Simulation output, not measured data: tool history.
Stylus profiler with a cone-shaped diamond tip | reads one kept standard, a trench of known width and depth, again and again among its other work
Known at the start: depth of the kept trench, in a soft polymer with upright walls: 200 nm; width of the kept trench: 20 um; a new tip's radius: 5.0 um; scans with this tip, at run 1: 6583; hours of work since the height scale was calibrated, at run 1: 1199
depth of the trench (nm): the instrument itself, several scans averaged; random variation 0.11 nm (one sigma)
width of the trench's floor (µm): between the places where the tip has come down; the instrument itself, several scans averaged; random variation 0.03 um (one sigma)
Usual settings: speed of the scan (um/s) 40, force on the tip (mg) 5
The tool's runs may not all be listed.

run     day  speed of the scan (um/s)  force on the tip (mg)  scans with this tip  hours of work since the height scale was calibrated  depth of the trench (nm)  width of the trench's floor (µm)
  1       0                        40                      5                 6583                                                 1199                    203.78                             15.97
  2   0.871                        40                    1.9                 6655                                                 1212                    202.09                             15.91
  3   2.067                        11                    1.9                 6753                                                 1230                    202.24                             16.09
  4   3.767                        11                    1.9                 6894                                                 1255                    202.08                             16.05
  5   5.096                        40                      5                 7004                                                 1275                    203.84                             16.01
  6   6.221                        40                   4.87                 7096                                                 1292                    203.51                             15.92
  7   7.208                        40                   4.87                 7178                                                 1307                    203.68                             15.89
  8   9.129                        40                   4.87                 7337                                                 1336                    203.97                             15.93
  9   10.35                        40                   4.87                 7437                                                 1354                    203.69                             15.92
 10  11.271                        16                      5                 7513                                                 1368                    203.73                             15.99
 11  12.162                        16                      5                 7587                                                 1381                    203.86                             15.94
 12  13.517                        16                      5                 7699                                                 1402                    203.71                             15.97
 13  14.375                        16                      5                 7769                                                 1414                    203.72                             15.92
 14  15.746                        16                      5                 7883                                                 1435                    203.74                             15.89
 15  17.821                        39                      5                 8054                                                 1466                    203.83                             15.82
 16  18.896                        26                      5                 8142                                                 1482                    203.89                             15.85
 17  19.883                        26                      5                 8224                                                 1497                    203.72                              15.9
 18  21.479                        26                      5                 8356                                                 1521                    203.75                             15.87
 19  22.638                        40                   4.52                 8451                                                 1539                     203.6                              15.8
 20  24.275                        40                   2.73                 8587                                                 1563                    202.83                             15.76
 21  26.221                        40                      5                 8747                                                 1593                    203.98                             15.73
 22  28.125                        40                      5                 8904                                                 1621                    203.86                             15.66
 23  29.658                        40                      5                 9031                                                 1644                    203.89                             15.62
 24  31.071                       123                   2.04                 9148                                                 1665                    202.59                             15.12
 25  33.138                       127                   2.04                 9318                                                 1696                     202.5                             15.09
 26  35.225                       127                   2.04                 9490                                                 1728                    202.58                             15.07
 27  37.196                       112                   9.82                 9653                                                 1757                    205.78                             15.47
 28  38.671                        37                   8.17                 9775                                                 1780                    205.22                             15.67
 29  40.392                        37                   8.17                 9917                                                 1805                    205.31                             15.63
 30  41.833                        37                   8.17                10036                                                 1827                    205.16                             15.59
 31  43.304                       103                   6.96                10157                                                 1849                     204.9                             15.41
     43.696  -- new tip fitted, height scale calibrated
 32  44.321                       103                   6.96                   52                                                    9                    203.75                             16.85
 33    45.7                        13                  13.93                  166                                                   30                    206.13                             17.15
 34  46.596                        26                   4.16                  240                                                   44                    202.79                             17.09
 35  47.646                        26                   4.16                  327                                                   59                    202.71                             17.14
 36  49.142                        26                   4.16                  450                                                   82                    202.72                             17.03
 37  51.217                        38                   2.21                  621                                                  113                    201.76                             16.89
 38  52.275                        38                   2.21                  709                                                  129                    201.95                             16.88
 39  53.808                        10                   5.06                  835                                                  152                    203.25                             16.99
 40  55.462                        10                   5.06                  972                                                  177                    203.07                             17.03
 41  56.962                        36                   2.85                 1095                                                  199                    202.44                             16.86
 42  58.908                        15                  10.31                 1256                                                  229                       205                                17
 43  59.804                        90                   9.11                 1330                                                  242                    204.56                             16.73
 44  60.721                        84                   7.04                 1406                                                  256                    204.15                             16.71
 45  62.342                        84                   7.04                 1539                                                  280                    204.01                             16.66
 46  63.333                        84                   7.04                 1621                                                  295                    204.09                             16.69

Hidden state or all else? Some run-to-run changes of depth of the trench (nm), split into what the settings, what came in and random variation would give without the hidden state, and what is left for the hidden state (with any gauge scatter that isn't in both results):
The hidden state here: radius of the tip, um; height scale over the true one, %; drift of the gauge itself on depth_nm, %; drift of the gauge itself on floor_um, %.
Run 4 -> 5: speed of the scan (um/s) 11 -> 40, force on the tip (mg) 1.9 -> 5. depth of the trench (nm) +1.76: hidden state +0.02, all else +1.74.
Run 26 -> 27: speed of the scan (um/s) 127 -> 112, force on the tip (mg) 2.04 -> 9.82. depth of the trench (nm) +3.2: hidden state +0.04, all else +3.16.
Run 31 -> 32: new tip fitted, height scale calibrated. depth of the trench (nm) -1.15: hidden state -0.99, all else -0.16.
Run 33 -> 34: speed of the scan (um/s) 13 -> 26, force on the tip (mg) 13.93 -> 4.16. depth of the trench (nm) -3.34: hidden state +0.01, all else -3.35.
Run 41 -> 42: speed of the scan (um/s) 36 -> 15, force on the tip (mg) 2.85 -> 10.31. depth of the trench (nm) +2.56: hidden state +0.01, all else +2.55.
